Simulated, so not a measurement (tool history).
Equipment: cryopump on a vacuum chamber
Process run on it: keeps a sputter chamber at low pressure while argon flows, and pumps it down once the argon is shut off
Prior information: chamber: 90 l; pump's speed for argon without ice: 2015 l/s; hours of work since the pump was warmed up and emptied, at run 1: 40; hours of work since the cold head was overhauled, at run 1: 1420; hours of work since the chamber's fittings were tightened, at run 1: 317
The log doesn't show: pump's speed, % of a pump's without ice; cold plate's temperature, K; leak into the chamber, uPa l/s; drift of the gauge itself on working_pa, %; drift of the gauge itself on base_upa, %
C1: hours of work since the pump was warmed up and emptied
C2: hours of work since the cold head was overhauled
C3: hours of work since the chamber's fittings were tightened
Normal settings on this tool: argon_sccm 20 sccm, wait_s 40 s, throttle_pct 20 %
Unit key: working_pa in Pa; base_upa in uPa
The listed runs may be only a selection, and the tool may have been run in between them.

run 1 hour=0 | argon_sccm=20 wait_s=40 throttle_pct=20 | C1=40 C2=1420 C3=317 | working_pa=0.0837 base_upa=1.49
run 2 hour=47.4 | argon_sccm=20 wait_s=40 throttle_pct=20 | C1=81 C2=1461 C3=358 | working_pa=0.0853 base_upa=1.6
run 3 hour=114.8 | argon_sccm=20 wait_s=40 throttle_pct=20 | C1=140 C2=1520 C3=416 | working_pa=0.0857 base_upa=1.69
run 4 hour=155.6 | argon_sccm=20 wait_s=40 throttle_pct=20 | C1=175 C2=1555 C3=451 | working_pa=0.0868 base_upa=1.68
run 5 hour=184.8 | argon_sccm=20 wait_s=40 throttle_pct=20 | C1=200 C2=1580 C3=477 | working_pa=0.0866 base_upa=1.79
run 6 hour=234.1 | argon_sccm=20 wait_s=40 throttle_pct=20 | C1=243 C2=1623 C3=519 | working_pa=0.0874 base_upa=1.94
run 7 hour=269.3 | argon_sccm=20 wait_s=40 throttle_pct=48 | C1=273 C2=1653 C3=550 | working_pa=0.0382 base_upa=1.93
-- hour=314.1 pump warmed up, emptied and cooled again
run 8 hour=330.7 | argon_sccm=20 wait_s=40 throttle_pct=20 | C1=14 C2=1702 C3=598 | working_pa=0.0842 base_upa=1.88
run 9 hour=370.2 | argon_sccm=20 wait_s=40 throttle_pct=20 | C1=49 C2=1736 C3=633 | working_pa=0.0852 base_upa=1.87
run 10 hour=400.9 | argon_sccm=20 wait_s=40 throttle_pct=20 | C1=75 C2=1763 C3=659 | working_pa=0.0854 base_upa=1.9
run 11 hour=446.3 | argon_sccm=20 wait_s=40 throttle_pct=20 | C1=114 C2=1802 C3=698 | working_pa=0.0854 base_upa=2.02
run 12 hour=487.3 | argon_sccm=20 wait_s=40 throttle_pct=20 | C1=150 C2=1837 C3=734 | working_pa=0.0861 base_upa=2.06
run 13 hour=539.2 | argon_sccm=20 wait_s=40 throttle_pct=20 | C1=195 C2=1882 C3=779 | working_pa=0.086 base_upa=2.2
run 14 hour=580 | argon_sccm=20 wait_s=40 throttle_pct=20 | C1=230 C2=1918 C3=814 | working_pa=0.0873 base_upa=2.28
run 15 hour=632.1 | argon_sccm=20 wait_s=40 throttle_pct=20 | C1=275 C2=1963 C3=859 | working_pa=0.0876 base_upa=2.34
run 16 hour=668.3 | argon_sccm=34 wait_s=40 throttle_pct=20 | C1=306 C2=1994 C3=890 | working_pa=0.15 base_upa=2.33
-- hour=677.7 pump warmed up, emptied and cooled again
run 17 hour=719.8 | argon_sccm=34 wait_s=40 throttle_pct=20 | C1=36 C2=2034 C3=931 | working_pa=0.1435 base_upa=2.21
run 18 hour=777.6 | argon_sccm=34 wait_s=135 throttle_pct=42 | C1=86 C2=2084 C3=981 | working_pa=0.0702 base_upa=1.68
run 19 hour=816.9 | argon_sccm=34 wait_s=135 throttle_pct=42 | C1=120 C2=2118 C3=1015 | working_pa=0.0701 base_upa=1.75
run 20 hour=882.9 | argon_sccm=34 wait_s=135 throttle_pct=42 | C1=177 C2=2175 C3=1072 | working_pa=0.0722 base_upa=1.85
run 21 hour=952.1 | argon_sccm=9 wait_s=32 throttle_pct=15 | C1=237 C2=2235 C3=1132 | working_pa=0.052 base_upa=2.94
run 22 hour=989.2 | argon_sccm=9 wait_s=32 throttle_pct=15 | C1=269 C2=2267 C3=1164 | working_pa=0.0514 base_upa=3.04
run 23 hour=1024.9 | argon_sccm=9 wait_s=32 throttle_pct=15 | C1=300 C2=2298 C3=1194 | working_pa=0.0519 base_upa=3.1
-- hour=1031.7 leaking fittings of the chamber tightened, without venting
-- hour=1042 pump warmed up, emptied and cooled again
run 24 hour=1079 | argon_sccm=9 wait_s=32 throttle_pct=15 | C1=32 C2=2339 C3=37 | working_pa=0.0505 base_upa=1.35
run 25 hour=1118.1 | argon_sccm=15 wait_s=51 throttle_pct=24 | C1=66 C2=2373 C3=70 | working_pa=0.0533 base_upa=1.01
run 26 hour=1173.5 | argon_sccm=15 wait_s=36 throttle_pct=20 | C1=114 C2=2421 C3=118 | working_pa=0.0635 base_upa=1.38
run 27 hour=1205.2 | argon_sccm=35 wait_s=36 throttle_pct=20 | C1=141 C2=2448 C3=146 | working_pa=0.1495 base_upa=1.42
run 28 hour=1244.5 | argon_sccm=12 wait_s=101 throttle_pct=20 | C1=175 C2=2482 C3=180 | working_pa=0.0518 base_upa=0.82
run 29 hour=1286.3 | argon_sccm=31 wait_s=65 throttle_pct=16 | C1=211 C2=2518 C3=216 | working_pa=0.1681 base_upa=1.07
run 30 hour=1340.7 | argon_sccm=31 wait_s=65 throttle_pct=16 | C1=258 C2=2565 C3=263 | working_pa=0.1689 base_upa=1.21
-- hour=1403.1 pump warmed up, emptied and cooled again
run 31 hour=1411 | argon_sccm=20 wait_s=223 throttle_pct=23 | C1=7 C2=2622 C3=319 | working_pa=0.074 base_upa=0.77
run 32 hour=1467.9 | argon_sccm=23 wait_s=60 throttle_pct=20 | C1=56 C2=2671 C3=369 | working_pa=0.0969 base_upa=1.29
run 33 hour=1520 | argon_sccm=23 wait_s=60 throttle_pct=33 | C1=101 C2=2716 C3=414 | working_pa=0.0609 base_upa=1.36

Here are 5 independent what-if runs from the current tool condition. What would each one return?
run A hour=1553.3 | argon_sccm=17 wait_s=60 throttle_pct=43 | C1=130 C2=2745 C3=442 | working_pa=? base_upa=?
run B hour=1553.3 | argon_sccm=23 wait_s=60 throttle_pct=33 | C1=130 C2=2745 C3=442 | working_pa=? base_upa=?
run C hour=1553.3 | argon_sccm=24 wait_s=135 throttle_pct=52 | C1=130 C2=2745 C3=442 | working_pa=? base_upa=?
run D hour=1553.3 | argon_sccm=13 wait_s=38 throttle_pct=29 | C1=130 C2=2745 C3=442 | working_pa=? base_upa=?
run E hour=1553.3 | argon_sccm=35 wait_s=132 throttle_pct=20 | C1=130 C2=2745 C3=442 | working_pa=? base_upa=?

run=A working_pa=0.0344 base_upa=1.36
run=B working_pa=0.0607 base_upa=1.46
run=C working_pa=0.0406 base_upa=1.04
run=D working_pa=0.0387 base_upa=1.77
run=E working_pa=0.1505 base_upa=1.07
With no hidden state in the tool, these same runs would have given:
run=A working_pa=0.0328 base_upa=0.74
run=B working_pa=0.0585 base_upa=0.81
run=C working_pa=0.0384 base_upa=0.42
run=D working_pa=0.0375 base_upa=1.13
run=E working_pa=0.1473 base_upa=0.42
